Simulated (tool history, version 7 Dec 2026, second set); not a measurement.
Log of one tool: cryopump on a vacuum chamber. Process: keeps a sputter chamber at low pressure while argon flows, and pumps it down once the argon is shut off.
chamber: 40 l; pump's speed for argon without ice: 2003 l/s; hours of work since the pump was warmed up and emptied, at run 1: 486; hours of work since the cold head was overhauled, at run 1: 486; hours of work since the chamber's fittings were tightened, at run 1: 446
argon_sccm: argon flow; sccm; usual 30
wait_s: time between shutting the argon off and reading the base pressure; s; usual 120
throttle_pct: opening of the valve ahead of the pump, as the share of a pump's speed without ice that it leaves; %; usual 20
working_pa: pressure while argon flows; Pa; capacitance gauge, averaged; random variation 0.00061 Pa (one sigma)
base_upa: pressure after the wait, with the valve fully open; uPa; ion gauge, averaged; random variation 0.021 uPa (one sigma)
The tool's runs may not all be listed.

run   hour  argon_sccm  wait_s  throttle_pct  hours of work since the pump was warmed up and emptied  hours of work since the cold head was overhauled  hours of work since the chamber's fittings were tightened  working_pa  base_upa
  1      0          30     120            20                                                     486                                               486                                                        446      0.1329      0.69
       9.2  -- pump warmed up, emptied and cooled again
  2   19.5          30     120            20                                                       9                                               498                                                        458      0.1267      0.61
  3   43.3          30     120            20                                                      29                                               518                                                        479      0.1281      0.57
  4   62.3          30     120            20                                                      45                                               534                                                        495      0.1281      0.62
  5   73.5          30     120            22                                                      55                                               544                                                        504      0.1161      0.62
  6   95.6          30     120            20                                                      73                                               562                                                        523      0.1285      0.66
  7  117.2          30     120            20                                                      92                                               581                                                        541      0.1282      0.62
  8  128.2          30     120            20                                                     101                                               590                                                        551      0.1287      0.64
  9  149.9          30     120            20                                                     119                                               608                                                        569      0.1284      0.66
 10  164.3          30     120            20                                                     132                                               621                                                        581      0.1281      0.65
 11  178.8          30     120            26                                                     144                                               633                                                        593      0.1003      0.67
 12  201.8          30     120            20                                                     163                                               653                                                        613      0.1292      0.65
 13  219.7          27     120            20                                                     179                                               668                                                        628      0.1163      0.69
 14  239.7          24     240            18                                                     196                                               685                                                        645      0.1137      0.54

The next listed run, before its measurement:
 15  249.9          13      72            27                                                     204                                               693                                                        654           ?         ?

working_pa: 0.0419 Pa
base_upa: 0.87 uPa
Without the tool's hidden state the same run would have given working_pa 0.0408 Pa, base_upa 0.64 uPa.
